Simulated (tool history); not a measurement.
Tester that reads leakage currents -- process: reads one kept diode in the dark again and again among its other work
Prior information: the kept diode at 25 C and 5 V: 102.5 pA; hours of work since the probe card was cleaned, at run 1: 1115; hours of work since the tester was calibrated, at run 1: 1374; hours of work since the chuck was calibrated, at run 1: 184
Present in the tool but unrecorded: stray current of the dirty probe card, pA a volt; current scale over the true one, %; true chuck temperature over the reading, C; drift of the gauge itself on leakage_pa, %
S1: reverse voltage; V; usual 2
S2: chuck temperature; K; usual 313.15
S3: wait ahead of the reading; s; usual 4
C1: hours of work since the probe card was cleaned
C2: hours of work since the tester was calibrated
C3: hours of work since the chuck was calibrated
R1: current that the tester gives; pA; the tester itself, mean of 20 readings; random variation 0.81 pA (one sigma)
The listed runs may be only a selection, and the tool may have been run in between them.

run    hour     S1      S2    S3    C1    C2   C3       R1
  1       0      2  313.15     4  1115  1374  184    269.2
  2    81.2   3.56  313.15     4  1153  1412  222   346.08
  3   121.8   3.56  313.15     4  1172  1431  241   346.29
  4   173.5   3.56  313.15     4  1196  1456  265   345.29
  5   244.2   3.56  313.15     4  1230  1489  298    345.9
  6   293.5   3.56  313.15     4  1253  1512  321   344.53
  7   371.7   3.56  313.15     4  1289  1549  358   345.27
  8   406.2   4.17  313.15     4  1306  1565  374   370.97
  9   453.7   4.17  313.15     4  1328  1587  397   371.88
 10   497.6      2  295.15     4  1349  1608  417    51.93
 11   564.9   7.39  295.15     4  1380  1639  449    91.24
 12   612.4      2  313.15     4  1402  1662  471   269.32
 13   656.6      2  313.15     4  1423  1682  492   268.61
 14   696.5      2  299.15     4  1442  1701  511    75.64
 15   769.6      2  318.15     4  1476  1736  545   410.37
 16   826.9   1.51  313.15     4  1503  1762  572    238.1
        876  -- chuck's temperature calibrated
 17     876      2  313.15  2.83  1525  1785    0   269.06
 18   928.9    1.2  313.15  2.83  1550  1809   25   215.29
 19  1009.7      2  313.15  0.32  1588  1847   63   268.62
 20  1071.4      2  313.15  0.32  1617  1876   92   270.37
 21  1139.2  11.67  301.15  0.62  1649  1908  124    197.6
 22  1182.2      2  298.15   3.2  1669  1928  144    68.83
 23  1234.8   3.76  295.15  1.32  1694  1953  168     68.1
 24  1303.3   3.76  295.15  1.32  1726  1985  201    68.12
 25    1340   1.58  313.15  1.35  1743  2002  218   243.18
 26  1421.8   1.73  329.15  6.04  1782  2041  256   934.62
 27  1463.1   8.64  308.15  2.65  1801  2060  276   327.76
 28  1533.9   8.64  308.15  2.65  1834  2093  309   328.45
 29  1592.8   2.65  313.15  1.31  1862  2121  337      303
 30    1649   1.79  311.15  1.31  1888  2148  363   215.13
 31  1703.8      2  310.15  3.69  1914  2173  389   207.69
 32  1760.6      2  310.15  3.69  1941  2200  415   207.09
 33  1824.7      2  315.15  0.51  1971  2230  446   319.75
 34  1858.1  12.37  294.15  3.08  1986  2246  461   104.42
 35  1928.6  12.37  299.15  2.33  2020  2279  494   168.86
 36  2008.7  12.37  299.15  2.33  2057  2316  532   168.57
 37  2044.7   7.67  323.15  2.33  2074  2333  549  1119.98
 38  2124.8   3.41  323.15  2.13  2112  2371  586   787.85
     2143.2  -- chuck's temperature calibrated
 39  2205.3   8.53  312.15   3.1  2149  2408   29   463.79

Here are 3 independent what-if runs from the current tool condition. What would each one return?
  A  2274.4     2  324.15     4  2181  2440  62   ?
  B  2274.4  7.43  325.15  0.85  2181  2440  62   ?
  C  2274.4     2  317.15  1.58  2181  2440  62   ?

run       R1
  A   674.28
  B  1298.72
  C   378.26
Take away the tool's hidden state, keep each run's random variation, and the runs would have read:
run       R1
  A   674.18
  B  1298.39
  C   378.17

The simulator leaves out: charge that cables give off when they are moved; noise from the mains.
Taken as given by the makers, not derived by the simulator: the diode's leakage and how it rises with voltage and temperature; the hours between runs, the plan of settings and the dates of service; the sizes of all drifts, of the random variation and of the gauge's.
